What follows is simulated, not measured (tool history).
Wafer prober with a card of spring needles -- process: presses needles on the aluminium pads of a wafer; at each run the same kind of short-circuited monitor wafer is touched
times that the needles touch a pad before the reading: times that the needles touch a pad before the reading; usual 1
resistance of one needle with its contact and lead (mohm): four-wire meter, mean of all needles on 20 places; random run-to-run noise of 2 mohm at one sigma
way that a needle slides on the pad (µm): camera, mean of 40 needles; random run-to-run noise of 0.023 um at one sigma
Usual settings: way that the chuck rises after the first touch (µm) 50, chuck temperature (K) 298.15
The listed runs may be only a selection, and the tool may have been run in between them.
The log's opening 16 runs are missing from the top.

run   hour  way that the chuck rises after the first touch (µm)  chuck temperature (K)  times that the needles touch a pad before the reading  touches since the tips were cleaned  cleanings since the card got new needles  touches since the first contact's height was set  resistance of one needle with its contact and lead (mohm)  way that a needle slides on the pad (µm)
     413.1  -- tips cleaned on abrasive film
     430.9  -- tips cleaned on abrasive film
 17  447.0                                                   31                 322.15                                                      1                                 5777                                       104                                             85175                                                       1256                                      5.77
     449.7  -- tips cleaned on abrasive film
     468.2  -- tips cleaned on abrasive film
 18  472.1                                                   34                 334.15                                                      1                                 1400                                       106                                             94145                                                        683                                      6.32
     486.8  -- tips cleaned on abrasive film
 19  502.8                                                   50                 298.15                                                      2                                 5759                                       107                                            105157                                                        485                                      9.39
     505.0  -- tips cleaned on abrasive film
     523.3  -- tips cleaned on abrasive film
 20  534.7                                                   50                 298.15                                                      2                                 4087                                       109                                            116569                                                        458                                      9.34
     544.5  -- tips cleaned on abrasive film
 21  559.5                                                   54                 310.15                                                      2                                 5379                                       110                                            125445                                                        442                                     10.10
     562.6  -- tips cleaned on abrasive film
     578.5  -- height of the first contact set anew
     583.2  -- tips cleaned on abrasive film
 22  584.0                                                   54                 310.15                                                      2                                  273                                       112                                              1925                                                        261                                     10.49
     601.4  -- tips cleaned on abrasive film
 23  609.2                                                   54                 317.15                                                      2                                 2793                                       113                                             10945                                                        394                                     10.48
     620.3  -- tips cleaned on abrasive film
 24  625.7                                                   50                 330.15                                                      1                                 1939                                       114                                             16857                                                        466                                      9.67
     639.5  -- tips cleaned on abrasive film
 25  649.4                                                   50                 330.15                                                      1                                 3577                                       115                                             25362                                                        561                                      9.68
     660.2  -- tips cleaned on abrasive film
     679.4  -- tips cleaned on abrasive film
 26  685.3                                                   69                 369.15                                                      1                                 2144                                       117                                             38209                                                        380                                     13.33
     699.7  -- tips cleaned on abrasive film
     719.6  -- tips cleaned on abrasive film
 27  721.9                                                   50                 300.15                                                      3                                  821                                       119                                             51294                                                        290                                      9.59
     738.0  -- tips cleaned on abrasive film
 28  752.3                                                   37                 300.15                                                      3                                 5132                                       120                                             62193                                                        520                                      6.99
     756.6  -- tips cleaned on abrasive film
     775.1  -- tips cleaned on abrasive film
 29  775.1                                                   34                 333.15                                                      1                                    0                                       122                                             70350                                                        373                                      6.37
     794.2  -- tips cleaned on abrasive film
     812.6  -- tips cleaned on abrasive film
 30  812.6                                                   54                 378.15                                                      3                                    0                                       124                                             83780                                                        260                                     10.19
     831.6  -- tips cleaned on abrasive film
 31  837.3                                                   44                 358.15                                                      3                                 2041                                       125                                             92602                                                        362                                      8.28

Alternative continuations, all from the tool just after run 31; predict every row:
     851.5  -- tips cleaned on abrasive film
  A  867.9                                                   50                 327.15                                                      2                                 5888                                       126                                            103596                                                          ?                                         ?
     851.5  -- tips cleaned on abrasive film
  B  867.9                                                   44                 358.15                                                      2                                 5888                                       126                                            103596                                                          ?                                         ?
     851.5  -- tips cleaned on abrasive film
  C  867.9                                                   61                 338.15                                                      2                                 5888                                       126                                            103596                                                          ?                                         ?
     851.5  -- tips cleaned on abrasive film
  D  867.9                                                   44                 358.15                                                      1                                 5888                                       126                                            103596                                                          ?                                         ?
     851.5  -- tips cleaned on abrasive film
  E  867.9                                                   50                 310.15                                                      1                                 5888                                       126                                            103596                                                          ?                                         ?

run  resistance of one needle with its contact and lead (mohm)  way that a needle slides on the pad (µm)
  A                                                        498                                      9.41
  B                                                        564                                      8.28
  C                                                        403                                     11.60
  D                                                        767                                      8.29
  E                                                        665                                      9.44
What these runs would have given with no unlogged condition in the tool:
run  resistance of one needle with its contact and lead (mohm)  way that a needle slides on the pad (µm)
  A                                                        233                                      9.73
  B                                                        242                                      8.60
  C                                                        227                                     11.92
  D                                                        243                                      8.61
  E                                                        226                                      9.76

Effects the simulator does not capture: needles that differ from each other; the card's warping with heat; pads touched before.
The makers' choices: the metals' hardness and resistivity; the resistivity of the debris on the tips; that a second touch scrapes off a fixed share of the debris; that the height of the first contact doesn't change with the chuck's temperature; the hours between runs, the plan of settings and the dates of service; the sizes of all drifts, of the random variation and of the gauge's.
